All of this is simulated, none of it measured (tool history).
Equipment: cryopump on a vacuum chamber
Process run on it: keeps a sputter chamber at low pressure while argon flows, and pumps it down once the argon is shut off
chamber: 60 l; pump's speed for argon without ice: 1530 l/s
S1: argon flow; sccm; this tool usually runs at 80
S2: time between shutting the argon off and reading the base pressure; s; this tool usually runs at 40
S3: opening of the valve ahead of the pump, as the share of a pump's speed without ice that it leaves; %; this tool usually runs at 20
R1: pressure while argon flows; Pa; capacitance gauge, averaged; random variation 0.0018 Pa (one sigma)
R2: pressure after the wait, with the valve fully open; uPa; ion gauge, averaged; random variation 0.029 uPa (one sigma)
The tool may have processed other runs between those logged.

run,day,S1,S2,S3,R1,R2
1,0,80,40,20,0.4645,2.04
2,3.567,80,40,20,0.472,2.15
3,5.771,80,40,20,0.4776,2.22
# day 7.458: pump warmed up, emptied and cooled again
4,9.383,80,40,20,0.4448,2
5,12.004,80,40,20,0.4501,2
6,14.5,80,40,49,0.188,2.1
7,16.742,80,40,20,0.4553,2.06
8,18.733,80,40,20,0.4593,2.12
9,20.504,80,40,20,0.4571,2.16
10,22.346,80,40,20,0.4613,2.21
11,25.008,80,40,20,0.4691,2.23
12,27.438,80,40,20,0.4684,2.3
13,29.804,80,40,20,0.469,2.37
# day 31.979: pump warmed up, emptied and cooled again
14,33.183,80,40,20,0.4436,2.04
15,36.412,37,40,20,0.2095,2.14
16,39.004,80,40,32,0.2876,2.22
17,41.088,80,40,20,0.4537,2.18
18,42.804,80,40,21,0.4345,2.22
19,46.233,151,37,16,1.0764,2.3
20,48.262,86,40,53,0.2048,2.34
# day 51.188: leaking fittings of the chamber tightened, without venting
21,51.188,95,55,25,0.4522,1.13
22,53.467,95,55,25,0.453,1.16
23,55.988,33,160,17,0.2288,0.6
# day 56.538: pump warmed up, emptied and cooled again
24,58.133,119,160,22,0.6044,0.53
25,60.242,80,175,20,0.4503,0.52
26,62.246,80,175,20,0.4516,0.52
27,63.983,80,40,24,0.3793,1.51
28,65.883,80,230,21,0.4348,0.53
29,67.938,80,21,21,0.4356,2.59
30,70.783,80,21,21,0.4381,2.66
31,73.283,53,184,20,0.3088,0.63
32,76.525,53,184,20,0.3126,0.66
33,78.575,58,27,20,0.3452,2.2

Predict each of these 3 candidate next runs independently; none follows another, all start after run 33:
# day 81.079: pump warmed up, emptied and cooled again
A,81.312,72,40,20,?,?
# day 81.079: pump warmed up, emptied and cooled again
B,81.312,38,40,20,?,?
# day 81.079: pump warmed up, emptied and cooled again
C,81.312,57,40,45,?,?

run,R1,R2
A,0.4037,1.55
B,0.2137,1.55
C,0.1432,1.57
Without the tool's unlogged condition, the same runs would have read:
run,R1,R2
A,0.3991,1.41
B,0.2113,1.41
C,0.1395,1.43

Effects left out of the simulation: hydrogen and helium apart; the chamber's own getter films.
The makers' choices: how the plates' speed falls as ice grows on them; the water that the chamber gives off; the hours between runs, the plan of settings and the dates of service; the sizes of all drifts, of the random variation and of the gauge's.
